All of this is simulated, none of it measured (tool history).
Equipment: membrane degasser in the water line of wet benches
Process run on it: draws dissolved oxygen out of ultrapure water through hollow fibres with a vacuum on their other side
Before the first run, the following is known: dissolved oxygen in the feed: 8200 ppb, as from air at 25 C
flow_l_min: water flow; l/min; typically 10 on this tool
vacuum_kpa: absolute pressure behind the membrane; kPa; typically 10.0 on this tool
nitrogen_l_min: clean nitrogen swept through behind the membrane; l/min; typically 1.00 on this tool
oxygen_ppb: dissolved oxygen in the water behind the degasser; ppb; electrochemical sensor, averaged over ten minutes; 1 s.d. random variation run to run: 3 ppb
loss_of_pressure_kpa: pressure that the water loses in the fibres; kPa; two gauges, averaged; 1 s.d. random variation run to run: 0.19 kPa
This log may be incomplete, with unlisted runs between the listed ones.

| run | day | flow_l_min | vacuum_kpa | nitrogen_l_min | oxygen_ppb | loss_of_pressure_kpa |
|---|---|---|---|---|---|---|
| 1 | 0.000 | 10 | 10.0 | 1.00 | 316.7 | 42.08 |
| 2 | 1.312 | 10 | 10.0 | 1.09 | 302.8 | 42.01 |
| 3 | 3.208 | 10 | 10.0 | 1.09 | 299.4 | 42.01 |
| 4 | 5.738 | 10 | 10.0 | 1.09 | 300.0 | 42.27 |
| 5 | 6.988 | 10 | 10.0 | 1.00 | 311.7 | 42.02 |
| 6 | 8.458 | 10 | 10.0 | 1.00 | 318.8 | 42.16 |
|  | 8.604 | vacuum gauge calibrated |
| 7 | 9.733 | 10 | 10.0 | 1.00 | 318.8 | 42.31 |
| 8 | 12.000 | 10 | 10.0 | 1.00 | 324.2 | 42.16 |
| 9 | 13.575 | 10 | 10.0 | 1.00 | 322.9 | 42.59 |
|  | 14.679 | vacuum gauge calibrated, once more |
| 10 | 15.571 | 14 | 10.0 | 0.93 | 559.6 | 59.09 |
| 11 | 16.675 | 8 | 10.0 | 1.00 | 215.2 | 33.64 |
| 12 | 19.229 | 8 | 9.3 | 0.61 | 265.5 | 34.04 |
| 13 | 21.475 | 11 | 16.0 | 2.92 | 320.1 | 46.59 |
| 14 | 23.504 | 10 | 11.3 | 0.61 | 444.2 | 41.92 |
| 15 | 24.896 | 15 | 14.6 | 0.61 | 950.6 | 63.52 |
| 16 | 26.300 | 13 | 12.9 | 1.55 | 480.3 | 55.18 |
| 17 | 28.225 | 13 | 12.9 | 1.55 | 483.4 | 55.27 |
| 18 | 30.867 | 10 | 8.3 | 0.41 | 421.8 | 42.61 |

The same runs without the tool's hidden state, with the same run-to-run variation:
Hidden state at play: membrane still open, %; true pressure behind the membrane over the reading, kPa; air that leaks in behind the membrane, l/min; drift of the gauge itself on oxygen_ppb, %; drift of the gauge itself on loss_of_pressure_kpa, %.
| run | oxygen_ppb | loss_of_pressure_kpa |
|---|---|---|
| 1 | 299.0 | 41.35 |
| 2 | 285.5 | 41.26 |
| 3 | 281.9 | 41.25 |
| 4 | 282.0 | 41.48 |
| 5 | 292.9 | 41.22 |
| 6 | 299.4 | 41.34 |
| 7 | 296.1 | 41.47 |
| 8 | 300.7 | 41.30 |
| 9 | 299.2 | 41.71 |
| 10 | 534.5 | 57.82 |
| 11 | 203.7 | 32.90 |
| 12 | 253.0 | 33.28 |
| 13 | 300.8 | 45.52 |
| 14 | 425.5 | 40.93 |
| 15 | 919.2 | 62.00 |
| 16 | 454.2 | 53.85 |
| 17 | 456.5 | 53.91 |
| 18 | 402.4 | 41.54 |

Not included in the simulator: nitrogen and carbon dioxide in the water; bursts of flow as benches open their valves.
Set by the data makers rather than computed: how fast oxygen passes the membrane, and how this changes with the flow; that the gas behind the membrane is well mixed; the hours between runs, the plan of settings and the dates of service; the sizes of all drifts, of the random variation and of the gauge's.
